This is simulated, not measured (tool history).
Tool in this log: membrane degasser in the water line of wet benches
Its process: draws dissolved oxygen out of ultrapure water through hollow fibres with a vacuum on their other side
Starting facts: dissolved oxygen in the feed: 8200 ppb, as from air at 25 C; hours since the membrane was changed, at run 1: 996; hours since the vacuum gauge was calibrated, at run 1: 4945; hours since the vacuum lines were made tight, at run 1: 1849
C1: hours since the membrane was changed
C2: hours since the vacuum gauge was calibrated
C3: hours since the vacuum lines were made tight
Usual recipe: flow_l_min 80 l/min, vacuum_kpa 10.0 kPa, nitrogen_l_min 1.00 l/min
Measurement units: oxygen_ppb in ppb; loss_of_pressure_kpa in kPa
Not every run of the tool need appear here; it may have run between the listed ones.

{"run": 1, "day": 0.0, "flow_l_min": 80, "vacuum_kpa": 10.0, "nitrogen_l_min": 1.0, "C1": 996, "C2": 4945, "C3": 1849, "oxygen_ppb": 936.0, "loss_of_pressure_kpa": 43.04}
{"run": 2, "day": 2.325, "flow_l_min": 80, "vacuum_kpa": 9.3, "nitrogen_l_min": 1.0, "C1": 1052, "C2": 5001, "C3": 1905, "oxygen_ppb": 860.4, "loss_of_pressure_kpa": 42.95}
{"run": 3, "day": 3.942, "flow_l_min": 80, "vacuum_kpa": 9.3, "nitrogen_l_min": 1.0, "C1": 1091, "C2": 5040, "C3": 1944, "oxygen_ppb": 855.0, "loss_of_pressure_kpa": 43.18}
{"run": 4, "day": 6.038, "flow_l_min": 80, "vacuum_kpa": 10.0, "nitrogen_l_min": 1.0, "C1": 1141, "C2": 5090, "C3": 1994, "oxygen_ppb": 933.0, "loss_of_pressure_kpa": 43.01}
{"run": 5, "day": 8.05, "flow_l_min": 80, "vacuum_kpa": 10.0, "nitrogen_l_min": 1.0, "C1": 1190, "C2": 5138, "C3": 2042, "oxygen_ppb": 937.1, "loss_of_pressure_kpa": 43.21}
{"run": 6, "day": 9.042, "flow_l_min": 80, "vacuum_kpa": 10.0, "nitrogen_l_min": 1.0, "C1": 1213, "C2": 5162, "C3": 2066, "oxygen_ppb": 933.8, "loss_of_pressure_kpa": 43.14}
{"run": 7, "day": 10.054, "flow_l_min": 80, "vacuum_kpa": 10.0, "nitrogen_l_min": 1.0, "C1": 1238, "C2": 5187, "C3": 2090, "oxygen_ppb": 932.2, "loss_of_pressure_kpa": 43.23}
{"run": 8, "day": 11.383, "flow_l_min": 80, "vacuum_kpa": 10.0, "nitrogen_l_min": 1.0, "C1": 1270, "C2": 5218, "C3": 2122, "oxygen_ppb": 945.2, "loss_of_pressure_kpa": 43.14}
{"run": 9, "day": 13.604, "flow_l_min": 80, "vacuum_kpa": 10.0, "nitrogen_l_min": 1.0, "C1": 1323, "C2": 5272, "C3": 2176, "oxygen_ppb": 938.6, "loss_of_pressure_kpa": 43.35}
{"run": 10, "day": 16.075, "flow_l_min": 80, "vacuum_kpa": 10.0, "nitrogen_l_min": 1.0, "C1": 1382, "C2": 5331, "C3": 2235, "oxygen_ppb": 932.5, "loss_of_pressure_kpa": 43.42}
{"run": 11, "day": 17.738, "flow_l_min": 80, "vacuum_kpa": 10.0, "nitrogen_l_min": 1.43, "C1": 1422, "C2": 5371, "C3": 2275, "oxygen_ppb": 753.3, "loss_of_pressure_kpa": 43.67}
{"run": 12, "day": 19.021, "flow_l_min": 80, "vacuum_kpa": 10.0, "nitrogen_l_min": 1.43, "C1": 1453, "C2": 5402, "C3": 2306, "oxygen_ppb": 757.2, "loss_of_pressure_kpa": 43.34}
{"run": 13, "day": 21.446, "flow_l_min": 80, "vacuum_kpa": 10.0, "nitrogen_l_min": 1.0, "C1": 1511, "C2": 5460, "C3": 2364, "oxygen_ppb": 935.8, "loss_of_pressure_kpa": 43.1}
{"run": 14, "day": 22.579, "flow_l_min": 80, "vacuum_kpa": 10.0, "nitrogen_l_min": 1.0, "C1": 1538, "C2": 5487, "C3": 2391, "oxygen_ppb": 942.7, "loss_of_pressure_kpa": 43.22}
{"run": 15, "day": 23.729, "flow_l_min": 80, "vacuum_kpa": 10.0, "nitrogen_l_min": 1.0, "C1": 1566, "C2": 5515, "C3": 2419, "oxygen_ppb": 935.7, "loss_of_pressure_kpa": 43.23}
{"run": 16, "day": 25.917, "flow_l_min": 80, "vacuum_kpa": 10.0, "nitrogen_l_min": 1.0, "C1": 1618, "C2": 5567, "C3": 2471, "oxygen_ppb": 939.4, "loss_of_pressure_kpa": 43.4}
{"run": 17, "day": 27.233, "flow_l_min": 80, "vacuum_kpa": 10.0, "nitrogen_l_min": 1.0, "C1": 1650, "C2": 5599, "C3": 2503, "oxygen_ppb": 937.0, "loss_of_pressure_kpa": 43.44}
{"run": 18, "day": 28.683, "flow_l_min": 80, "vacuum_kpa": 10.0, "nitrogen_l_min": 1.0, "C1": 1685, "C2": 5634, "C3": 2537, "oxygen_ppb": 937.6, "loss_of_pressure_kpa": 43.44}
{"run": 19, "day": 31.021, "flow_l_min": 120, "vacuum_kpa": 10.0, "nitrogen_l_min": 1.93, "C1": 1741, "C2": 5690, "C3": 2594, "oxygen_ppb": 931.5, "loss_of_pressure_kpa": 65.31}
{"run": 20, "day": 33.254, "flow_l_min": 120, "vacuum_kpa": 13.1, "nitrogen_l_min": 1.63, "C1": 1794, "C2": 5743, "C3": 2647, "oxygen_ppb": 1317.0, "loss_of_pressure_kpa": 64.97}
{"run": 21, "day": 34.779, "flow_l_min": 120, "vacuum_kpa": 13.1, "nitrogen_l_min": 1.63, "C1": 1831, "C2": 5780, "C3": 2684, "oxygen_ppb": 1318.2, "loss_of_pressure_kpa": 65.76}
{"run": 22, "day": 36.304, "flow_l_min": 120, "vacuum_kpa": 13.1, "nitrogen_l_min": 1.63, "C1": 1868, "C2": 5817, "C3": 2720, "oxygen_ppb": 1330.6, "loss_of_pressure_kpa": 65.13}
{"run": 23, "day": 38.125, "flow_l_min": 105, "vacuum_kpa": 10.0, "nitrogen_l_min": 1.31, "C1": 1911, "C2": 5860, "C3": 2764, "oxygen_ppb": 1010.3, "loss_of_pressure_kpa": 56.99}
{"run": 24, "day": 39.212, "flow_l_min": 80, "vacuum_kpa": 14.9, "nitrogen_l_min": 1.0, "C1": 1938, "C2": 5886, "C3": 2790, "oxygen_ppb": 1464.8, "loss_of_pressure_kpa": 43.7}
{"run": 25, "day": 41.542, "flow_l_min": 121, "vacuum_kpa": 18.8, "nitrogen_l_min": 3.0, "C1": 1993, "C2": 5942, "C3": 2846, "oxygen_ppb": 1315.8, "loss_of_pressure_kpa": 66.21}
{"run": 26, "day": 43.333, "flow_l_min": 80, "vacuum_kpa": 7.8, "nitrogen_l_min": 0.43, "C1": 2036, "C2": 5985, "C3": 2889, "oxygen_ppb": 1038.5, "loss_of_pressure_kpa": 43.5}
{"run": 27, "day": 45.233, "flow_l_min": 80, "vacuum_kpa": 17.5, "nitrogen_l_min": 2.43, "C1": 2082, "C2": 6031, "C3": 2935, "oxygen_ppb": 974.8, "loss_of_pressure_kpa": 43.52}
{"run": 28, "day": 46.333, "flow_l_min": 73, "vacuum_kpa": 11.8, "nitrogen_l_min": 1.0, "C1": 2108, "C2": 6057, "C3": 2961, "oxygen_ppb": 1068.4, "loss_of_pressure_kpa": 39.91}
{"run": 29, "day": 47.525, "flow_l_min": 73, "vacuum_kpa": 11.8, "nitrogen_l_min": 1.0, "C1": 2137, "C2": 6086, "C3": 2990, "oxygen_ppb": 1062.4, "loss_of_pressure_kpa": 40.08}
{"run": 30, "day": 49.604, "flow_l_min": 73, "vacuum_kpa": 11.8, "nitrogen_l_min": 1.0, "C1": 2187, "C2": 6136, "C3": 3040, "oxygen_ppb": 1062.9, "loss_of_pressure_kpa": 39.89}
{"run": 31, "day": 51.338, "flow_l_min": 73, "vacuum_kpa": 22.9, "nitrogen_l_min": 0.42, "C1": 2229, "C2": 6177, "C3": 3081, "oxygen_ppb": 3189.8, "loss_of_pressure_kpa": 39.62}
{"run": 32, "day": 52.921, "flow_l_min": 115, "vacuum_kpa": 14.4, "nitrogen_l_min": 1.21, "C1": 2267, "C2": 6215, "C3": 3119, "oxygen_ppb": 1647.4, "loss_of_pressure_kpa": 62.63}
{"run": 33, "day": 54.258, "flow_l_min": 93, "vacuum_kpa": 14.4, "nitrogen_l_min": 2.35, "C1": 2299, "C2": 6248, "C3": 3151, "oxygen_ppb": 944.3, "loss_of_pressure_kpa": 50.8}

Consider 3 possible next runs. They are alternatives, not a sequence: every one starts from the tool as it was left by run 33. What does each give?
{"run": "A", "day": 56.671, "flow_l_min": 77, "vacuum_kpa": 18.4, "nitrogen_l_min": 1.36, "C1": 2356, "C2": 6305, "C3": 3209, "oxygen_ppb": "?", "loss_of_pressure_kpa": "?"}
{"run": "B", "day": 56.671, "flow_l_min": 49, "vacuum_kpa": 11.8, "nitrogen_l_min": 1.8, "C1": 2356, "C2": 6305, "C3": 3209, "oxygen_ppb": "?", "loss_of_pressure_kpa": "?"}
{"run": "C", "day": 56.671, "flow_l_min": 70, "vacuum_kpa": 6.0, "nitrogen_l_min": 0.42, "C1": 2356, "C2": 6305, "C3": 3209, "oxygen_ppb": "?", "loss_of_pressure_kpa": "?"}

run=A oxygen_ppb=1454.7 loss_of_pressure_kpa=41.87
run=B oxygen_ppb=510.2 loss_of_pressure_kpa=26.84
run=C oxygen_ppb=649.6 loss_of_pressure_kpa=38.46
Had the tool no hidden state, the same runs would have come out as:
run=A oxygen_ppb=1430.5 loss_of_pressure_kpa=40.93
run=B oxygen_ppb=493.4 loss_of_pressure_kpa=26.25
run=C oxygen_ppb=602.3 loss_of_pressure_kpa=37.60
